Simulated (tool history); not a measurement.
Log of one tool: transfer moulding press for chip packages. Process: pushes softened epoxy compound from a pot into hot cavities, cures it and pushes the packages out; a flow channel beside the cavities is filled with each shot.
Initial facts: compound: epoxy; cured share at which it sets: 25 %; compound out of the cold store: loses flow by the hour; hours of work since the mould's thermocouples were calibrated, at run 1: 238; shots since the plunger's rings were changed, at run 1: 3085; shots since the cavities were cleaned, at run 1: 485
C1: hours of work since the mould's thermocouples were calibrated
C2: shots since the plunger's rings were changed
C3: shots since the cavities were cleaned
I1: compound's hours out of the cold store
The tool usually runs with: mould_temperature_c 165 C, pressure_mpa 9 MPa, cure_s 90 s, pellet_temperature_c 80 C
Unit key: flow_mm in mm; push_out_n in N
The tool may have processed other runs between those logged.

{"run": 1, "hour": 0.0, "mould_temperature_c": 165, "pressure_mpa": 9, "cure_s": 90, "pellet_temperature_c": 80, "C1": 238, "C2": 3085, "C3": 485, "I1": 46.7, "flow_mm": 735, "push_out_n": 995}
{"hour": 4.1, "done": "cavities cleaned with cleaning compound and waxed"}
{"run": 2, "hour": 12.3, "mould_temperature_c": 164, "pressure_mpa": 9, "cure_s": 90, "pellet_temperature_c": 80, "C1": 247, "C2": 3259, "C3": 133, "I1": 17.6, "flow_mm": 811, "push_out_n": 779}
{"run": 3, "hour": 27.9, "mould_temperature_c": 164, "pressure_mpa": 9, "cure_s": 90, "pellet_temperature_c": 80, "C1": 259, "C2": 3510, "C3": 384, "I1": 47, "flow_mm": 736, "push_out_n": 1043}
{"hour": 38.4, "done": "cavities cleaned with cleaning compound and waxed"}
{"run": 4, "hour": 43.7, "mould_temperature_c": 159, "pressure_mpa": 9, "cure_s": 90, "pellet_temperature_c": 80, "C1": 270, "C2": 3742, "C3": 85, "I1": 47.1, "flow_mm": 744, "push_out_n": 1007}
{"run": 5, "hour": 55.6, "mould_temperature_c": 159, "pressure_mpa": 9, "cure_s": 90, "pellet_temperature_c": 80, "C1": 279, "C2": 3933, "C3": 276, "I1": 33, "flow_mm": 778, "push_out_n": 1333}
{"hour": 60.4, "done": "plunger's sealing rings changed"}
{"run": 6, "hour": 66.8, "mould_temperature_c": 157, "pressure_mpa": 7.87, "cure_s": 90, "pellet_temperature_c": 80, "C1": 286, "C2": 102, "C3": 416, "I1": 35, "flow_mm": 765, "push_out_n": 1700}
{"hour": 75.0, "done": "cavities cleaned with cleaning compound and waxed"}
{"run": 7, "hour": 78.1, "mould_temperature_c": 157, "pressure_mpa": 7.87, "cure_s": 94, "pellet_temperature_c": 70, "C1": 293, "C2": 261, "C3": 50, "I1": 43.4, "flow_mm": 744, "push_out_n": 1041}
{"run": 8, "hour": 87.9, "mould_temperature_c": 165, "pressure_mpa": 9, "cure_s": 124, "pellet_temperature_c": 71, "C1": 301, "C2": 419, "C3": 208, "I1": 31.9, "flow_mm": 808, "push_out_n": 637}
{"run": 9, "hour": 95.5, "mould_temperature_c": 162, "pressure_mpa": 7.78, "cure_s": 90, "pellet_temperature_c": 88, "C1": 307, "C2": 543, "C3": 332, "I1": 9.4, "flow_mm": 820, "push_out_n": 1121}
{"run": 10, "hour": 105.6, "mould_temperature_c": 165, "pressure_mpa": 7.46, "cure_s": 90, "pellet_temperature_c": 73, "C1": 314, "C2": 704, "C3": 493, "I1": 12.8, "flow_mm": 781, "push_out_n": 1103}

Alternative continuations, all from the tool just after run 10; predict every row:
{"hour": 109.1, "done": "cavities cleaned with cleaning compound and waxed"}
{"run": "A", "hour": 116.2, "mould_temperature_c": 165, "pressure_mpa": 7.28, "cure_s": 115, "pellet_temperature_c": 77, "C1": 321, "C2": 852, "C3": 115, "I1": 8.5, "flow_mm": "?", "push_out_n": "?"}
{"hour": 109.1, "done": "cavities cleaned with cleaning compound and waxed"}
{"run": "B", "hour": 116.2, "mould_temperature_c": 171, "pressure_mpa": 7.46, "cure_s": 80, "pellet_temperature_c": 73, "C1": 321, "C2": 852, "C3": 115, "I1": 29.3, "flow_mm": "?", "push_out_n": "?"}
{"hour": 109.1, "done": "cavities cleaned with cleaning compound and waxed"}
{"run": "C", "hour": 116.2, "mould_temperature_c": 165, "pressure_mpa": 7.46, "cure_s": 97, "pellet_temperature_c": 73, "C1": 321, "C2": 852, "C3": 115, "I1": 35.8, "flow_mm": "?", "push_out_n": "?"}
{"hour": 109.1, "done": "cavities cleaned with cleaning compound and waxed"}
{"run": "D", "hour": 116.2, "mould_temperature_c": 165, "pressure_mpa": 8.99, "cure_s": 117, "pellet_temperature_c": 86, "C1": 321, "C2": 852, "C3": 115, "I1": 35.6, "flow_mm": "?", "push_out_n": "?"}

run=A flow_mm=798 push_out_n=591
run=B flow_mm=729 push_out_n=674
run=C flow_mm=723 push_out_n=661
run=D flow_mm=787 push_out_n=575
Take away the tool's hidden state, keep each run's random variation, and the runs would have read:
run=A flow_mm=809 push_out_n=454
run=B flow_mm=739 push_out_n=513
run=C flow_mm=732 push_out_n=504
run=D flow_mm=797 push_out_n=444
